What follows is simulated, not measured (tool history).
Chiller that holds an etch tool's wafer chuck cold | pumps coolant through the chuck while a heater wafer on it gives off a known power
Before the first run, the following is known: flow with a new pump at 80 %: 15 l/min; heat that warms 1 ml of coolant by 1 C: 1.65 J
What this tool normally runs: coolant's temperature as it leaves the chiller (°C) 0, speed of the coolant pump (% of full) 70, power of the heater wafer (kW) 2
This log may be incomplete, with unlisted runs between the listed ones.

run	day	coolant's temperature as it leaves the chiller (°C)	speed of the coolant pump (% of full)	power of the heater wafer (kW)	chuck's temperature once it has settled (°C)	how much warmer the coolant comes back (C)
1	0	0	70	2	18.1	5.64
2	2.683	0	70	2	17.9	5.64
3	6.75	0	70	2	18	5.67
4	9.95	0	70	2	18	5.67
5	12.554	0	70	2	17.9	5.67
6	14.954	0	70	2	18.3	5.68
7	17.021	0	82	2	15.9	4.8
# day 17.5: coolant pump overhauled
8	20.608	0	70	2	18.2	5.81
9	24.567	0	70	2	18.3	5.8
10	28.65	0	70	2.666	24.7	7.81
11	31.838	0	70	2.666	24.8	7.74
# day 35.467: coolant pump overhauled, once more
12	36.1	0	70	2.666	23.7	7.37
13	39.938	-6	89	1.545	5.4	3.36
14	42.446	-6	85	1.479	5.2	3.3
15	44.333	3	98	1.303	11.9	2.6
16	47.275	3	98	1.303	12.1	2.59
17	49.796	0	66	2	18.7	5.88
18	51.896	-4	70	1.362	8.1	3.78
19	55.042	-4	70	1.362	8.3	3.78
20	57.004	-4	70	1.362	8.1	3.83
21	59.738	-4	83	1.362	6.7	3.16

Below are 4 alternative next runs, each starting from the tool's condition after run 21. Predict each:
A	63.625	0	70	1.064	?	?
B	63.625	0	70	1.322	?	?
C	63.625	-4	83	1.345	?	?
D	63.625	3	83	1.362	?	?

run	chuck's temperature once it has settled (°C)	how much warmer the coolant comes back (C)
A	9.5	2.96
B	11.9	3.68
C	6.6	3.09
D	13.6	3.18
With the hidden condition removed and each run's random variation left untouched, the same runs would have given:
run	chuck's temperature once it has settled (°C)	how much warmer the coolant comes back (C)
A	8.6	2.94
B	10.8	3.66
C	5.6	3.06
D	12.6	3.16

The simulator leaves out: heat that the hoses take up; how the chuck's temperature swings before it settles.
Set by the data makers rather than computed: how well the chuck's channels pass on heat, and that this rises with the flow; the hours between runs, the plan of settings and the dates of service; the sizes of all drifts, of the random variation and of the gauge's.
